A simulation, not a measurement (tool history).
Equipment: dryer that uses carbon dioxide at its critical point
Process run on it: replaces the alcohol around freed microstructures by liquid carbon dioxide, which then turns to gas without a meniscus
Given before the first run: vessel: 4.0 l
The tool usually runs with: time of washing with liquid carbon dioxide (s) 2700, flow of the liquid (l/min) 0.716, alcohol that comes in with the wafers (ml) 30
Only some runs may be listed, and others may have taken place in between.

run	hour	time of washing with liquid carbon dioxide (s)	flow of the liquid (l/min)	alcohol that comes in with the wafers (ml)	alcohol left in the vessel before it's heated (ppm by volume)
1	0.0	2700	0.716	30	117
2	25.3	2700	1.002	30	114
3	64.8	2700	1.002	30	116
4	88.2	2700	0.716	30	128
5	110.8	2700	0.716	30	142
6	139.4	2700	0.716	30	133
7	176.2	2700	0.716	30	132
8	208.0	2700	0.716	30	135
# hour 216.5: inlet filter changed
9	251.8	2700	1.055	30	134
10	297.3	2700	1.055	30	144
11	339.1	2700	1.055	30	140
12	386.4	2700	0.664	30	161
13	424.9	2700	0.664	30	166
14	450.1	2700	0.664	30	170
15	502.5	2700	0.716	30	170
16	550.9	2700	1.039	30	155
# hour 597.9: inlet filter changed
17	601.1	3840	1.039	30	165
18	628.6	2700	0.716	30	158
19	668.6	2700	0.716	30	174
20	710.4	2700	0.716	30	186
21	758.9	2700	1.178	30	173
22	812.1	2340	0.716	30	202
23	849.6	2340	0.716	57	225
24	893.3	2340	0.716	57	235
25	921.9	3360	0.501	71	250
26	944.1	3300	0.544	33	210
# hour 980.1: inlet filter changed
27	986.5	4200	0.469	30	200
28	1027.5	3240	0.496	66	240
29	1053.6	1860	0.951	45	231
30	1088.8	1860	0.951	45	217
31	1120.1	1860	0.951	45	235
32	1144.7	2700	0.716	54	223
33	1186.4	2280	0.716	30	234
34	1234.0	2280	0.716	53	257
35	1260.0	2280	0.716	53	280
36	1300.4	2280	0.455	31	437
37	1344.1	3780	1.087	46	224
# hour 1360.7: inlet filter changed
38	1373.2	3720	1.087	23	226
39	1412.4	3720	0.498	90	241
40	1447.9	2580	0.543	43	288
41	1501.3	2700	1.108	99	231
42	1531.4	3540	1.108	92	230
43	1560.4	3540	1.108	92	238
44	1611.9	2700	0.677	62	267
45	1657.2	2100	0.731	48	320

4 ways to go on from here, each from the tool as it stands after run 45. What would each give?
A	1691.9	4200	0.716	30	?
B	1691.9	2460	0.731	24	?
C	1691.9	2700	0.518	84	?
D	1691.9	3240	1.159	44	?

run	alcohol left in the vessel before it's heated (ppm by volume)
A	252
B	268
C	432
D	253
With the hidden condition removed and each run's random variation left untouched, the same runs would have given:
run	alcohol left in the vessel before it's heated (ppm by volume)
A	2
B	12
C	97
D	1
